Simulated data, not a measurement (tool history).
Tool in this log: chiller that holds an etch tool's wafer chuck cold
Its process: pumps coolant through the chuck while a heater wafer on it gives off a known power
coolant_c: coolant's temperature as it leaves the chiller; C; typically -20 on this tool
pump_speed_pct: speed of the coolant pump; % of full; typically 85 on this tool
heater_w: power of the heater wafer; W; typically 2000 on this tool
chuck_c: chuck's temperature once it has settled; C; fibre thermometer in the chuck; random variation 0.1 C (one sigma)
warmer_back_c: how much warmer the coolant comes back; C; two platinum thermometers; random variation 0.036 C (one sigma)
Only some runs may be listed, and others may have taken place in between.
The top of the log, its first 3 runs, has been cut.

| run | day | coolant_c | pump_speed_pct | heater_w | chuck_c | warmer_back_c |
|---|---|---|---|---|---|---|
| 4 | 3.208 | -20 | 85 | 2358 | -2.2 | 8.04 |
| 5 | 4.150 | -20 | 85 | 2358 | -2.3 | 7.99 |
| 6 | 4.996 | -20 | 85 | 1544 | -8.6 | 5.22 |
| 7 | 5.946 | -20 | 85 | 1544 | -8.5 | 5.17 |
| 8 | 6.958 | -20 | 85 | 1544 | -8.4 | 5.23 |
| 9 | 8.225 | -20 | 85 | 2000 | -5.0 | 6.76 |
| 10 | 8.846 | -20 | 96 | 2000 | -6.3 | 5.94 |
| 11 | 9.612 | -20 | 85 | 2000 | -5.0 | 6.76 |
| 12 | 10.708 | -20 | 63 | 2000 | -1.8 | 9.09 |
| 13 | 11.650 | -20 | 63 | 2000 | -1.8 | 9.08 |
| 14 | 12.346 | -20 | 63 | 2000 | -1.6 | 9.01 |
| 15 | 13.542 | -20 | 63 | 2000 | -1.7 | 9.03 |
| 16 | 14.671 | -20 | 63 | 2000 | -1.7 | 9.02 |
| 17 | 15.775 | -20 | 70 | 1154 | -10.1 | 4.57 |
| 18 | 16.892 | -19 | 85 | 2206 | -2.3 | 7.44 |
| 19 | 17.521 | -16 | 77 | 1478 | -4.0 | 5.36 |
| 20 | 18.379 | -28 | 93 | 1889 | -14.6 | 5.68 |
| 21 | 19.592 | -13 | 90 | 1653 | -1.0 | 5.15 |
| 22 | 20.221 | -29 | 74 | 2675 | -7.2 | 10.19 |
| 23 | 21.333 | -29 | 74 | 2675 | -7.2 | 10.26 |
| 24 | 22.188 | -25 | 100 | 1713 | -13.3 | 4.76 |
| 25 | 23.104 | -25 | 100 | 1713 | -13.4 | 4.70 |
| 26 | 23.738 | -22 | 85 | 2457 | -3.5 | 8.13 |
| 27 | 24.379 | -22 | 85 | 2457 | -3.3 | 8.16 |
| 28 | 25.312 | -22 | 85 | 2457 | -3.5 | 8.15 |

Estimate the outcome of run 29 from the log above:
| 29 | 26.225 | -22 | 85 | 2457 | ? | ? |

{"run 29": {"chuck_c": -3.5, "warmer_back_c": 8.08}}
On a tool with no hidden condition, and with the same random variation, this run would have come out at chuck_c -3.5 C, warmer_back_c 8.31 C.
